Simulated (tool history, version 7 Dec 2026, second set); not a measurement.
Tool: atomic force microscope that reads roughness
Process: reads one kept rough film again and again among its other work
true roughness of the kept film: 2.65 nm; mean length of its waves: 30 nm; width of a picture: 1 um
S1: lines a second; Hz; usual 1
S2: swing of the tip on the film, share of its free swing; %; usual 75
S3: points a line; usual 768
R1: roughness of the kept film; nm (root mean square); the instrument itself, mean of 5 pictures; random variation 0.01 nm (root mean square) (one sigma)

run,hour,S1,S2,S3,R1
1,0,1,75,768,2.335
2,5,1,75,768,2.319
3,12.1,1,65,768,2.395
4,18.4,1,65,768,2.376
5,28.5,1,65,768,2.376
6,32.9,1,65,768,2.366
7,42.7,3.85,65,768,2.23
8,49.9,3.85,65,768,2.239
9,55.3,3.85,65,768,2.219
10,62.1,1,77,768,2.332
11,69.1,1,77,768,2.312
12,77.3,1,77,497,2.335
13,87.5,1,77,497,2.325
14,95.8,1,77,497,2.327
15,100,1,77,497,2.302
16,109.2,0.65,75,768,2.381
17,114.9,0.65,75,833,2.386
18,119.6,0.65,78,833,2.374
19,128.3,0.65,78,833,2.362
20,137.6,0.65,78,833,2.362
21,144.6,1,75,558,2.34
22,154,1,87,768,2.246
23,161,1,87,768,2.259
24,167.4,1,87,768,2.25
25,174,1,75,559,2.33
26,182,0.76,75,559,2.344
27,189.1,0.76,75,559,2.349
28,193.5,0.56,59,306,2.401
29,202.1,1.86,75,359,2.247
30,211.1,1.86,75,359,2.244
31,221.6,1.86,90,958,2.089
32,227.3,1.86,59,299,2.332
33,236.1,1.37,75,487,2.304
34,245.9,1,87,408,2.259
35,252.7,1,87,408,2.234
36,259.8,1,75,590,2.338
37,268.7,2.75,74,768,2.182
38,277.7,2.19,86,428,2.061
39,287.9,1.19,68,909,2.364
40,297.7,1.19,68,909,2.364
41,306.1,0.66,75,326,2.35
42,312.3,0.84,61,504,2.39
43,319,0.73,67,633,2.399
44,323.5,0.73,72,308,2.352
45,332.4,1,59,512,2.384
46,340.5,1,59,512,2.395
47,348.3,0.75,75,282,2.345
48,354.7,0.75,75,282,2.331
49,360.9,0.75,75,282,2.327
50,368.4,0.75,75,282,2.326
51,373.1,0.92,65,282,2.353
52,379.2,1,80,768,2.313
53,388.4,0.66,73,617,2.378
54,398.4,1.07,87,617,2.249

Not shown: 3 entries that the log had between the listed runs. Between which runs, and how does the tool's hidden state differ before and after?
Between runs 13 and 14: new tip fitted (hour 90.4)
  radius of the tip, nm: 7.2 -> 7
Between runs 30 and 31: new tip fitted (hour 216.5)
  radius of the tip, nm: 7.2 -> 7
Between runs 46 and 47: new tip fitted (hour 342.6)
  radius of the tip, nm: 7.2 -> 7

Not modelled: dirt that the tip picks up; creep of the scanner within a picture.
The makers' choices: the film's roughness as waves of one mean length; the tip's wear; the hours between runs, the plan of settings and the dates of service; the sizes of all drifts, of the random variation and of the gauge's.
